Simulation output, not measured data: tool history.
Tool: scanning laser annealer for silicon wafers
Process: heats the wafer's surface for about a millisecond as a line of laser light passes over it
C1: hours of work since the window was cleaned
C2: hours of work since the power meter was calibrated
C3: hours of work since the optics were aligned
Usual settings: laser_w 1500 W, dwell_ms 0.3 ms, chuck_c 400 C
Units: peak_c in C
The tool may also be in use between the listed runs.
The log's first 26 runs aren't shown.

run 27 hour=452.7 | laser_w=1500 dwell_ms=0.215 chuck_c=400 | C1=26 C2=560 C3=385 | peak_c=1044
run 28 hour=474.4 | laser_w=1513 dwell_ms=0.3 chuck_c=400 | C1=37 C2=571 C3=396 | peak_c=1188
run 29 hour=489.3 | laser_w=1311 dwell_ms=0.293 chuck_c=369 | C1=44 C2=578 C3=403 | peak_c=1047
run 30 hour=504.1 | laser_w=1311 dwell_ms=0.293 chuck_c=369 | C1=52 C2=585 C3=411 | peak_c=1047
run 31 hour=519.2 | laser_w=1453 dwell_ms=0.25 chuck_c=369 | C1=59 C2=593 C3=418 | peak_c=1049
run 32 hour=541.3 | laser_w=1367 dwell_ms=0.244 chuck_c=414 | C1=71 C2=604 C3=429 | peak_c=1049
run 33 hour=552.5 | laser_w=1367 dwell_ms=0.244 chuck_c=414 | C1=76 C2=610 C3=435 | peak_c=1047
run 34 hour=563.7 | laser_w=1367 dwell_ms=0.244 chuck_c=414 | C1=82 C2=616 C3=441 | peak_c=1049
run 35 hour=584.6 | laser_w=1475 dwell_ms=0.222 chuck_c=400 | C1=92 C2=626 C3=451 | peak_c=1046
run 36 hour=608.4 | laser_w=1453 dwell_ms=0.222 chuck_c=406 | C1=104 C2=638 C3=463 | peak_c=1045
run 37 hour=618.7 | laser_w=1500 dwell_ms=0.216 chuck_c=360 | C1=110 C2=643 C3=468 | peak_c=1004
run 38 hour=641.7 | laser_w=1500 dwell_ms=0.216 chuck_c=360 | C1=121 C2=655 C3=480 | peak_c=1006
run 39 hour=663.6 | laser_w=1416 dwell_ms=0.216 chuck_c=360 | C1=132 C2=666 C3=491 | peak_c=970
run 40 hour=675.6 | laser_w=1313 dwell_ms=0.27 chuck_c=361 | C1=138 C2=672 C3=497 | peak_c=1007
run 41 hour=693.8 | laser_w=1313 dwell_ms=0.27 chuck_c=361 | C1=147 C2=681 C3=506 | peak_c=1007
run 42 hour=717.8 | laser_w=1313 dwell_ms=0.27 chuck_c=361 | C1=160 C2=693 C3=518 | peak_c=1006

Forecast each of these 3 alternatives for the next run:
run A hour=732.6 | laser_w=1518 dwell_ms=0.228 chuck_c=400 | C1=167 C2=701 C3=526 | peak_c=?
run B hour=732.6 | laser_w=1577 dwell_ms=0.3 chuck_c=435 | C1=167 C2=701 C3=526 | peak_c=?
run C hour=732.6 | laser_w=1623 dwell_ms=0.3 chuck_c=401 | C1=167 C2=701 C3=526 | peak_c=?

run=A peak_c=1073
run=B peak_c=1259
run=C peak_c=1244
Without the tool's hidden state the same runs would have given:
run=A peak_c=1073
run=B peak_c=1259
run=C peak_c=1245
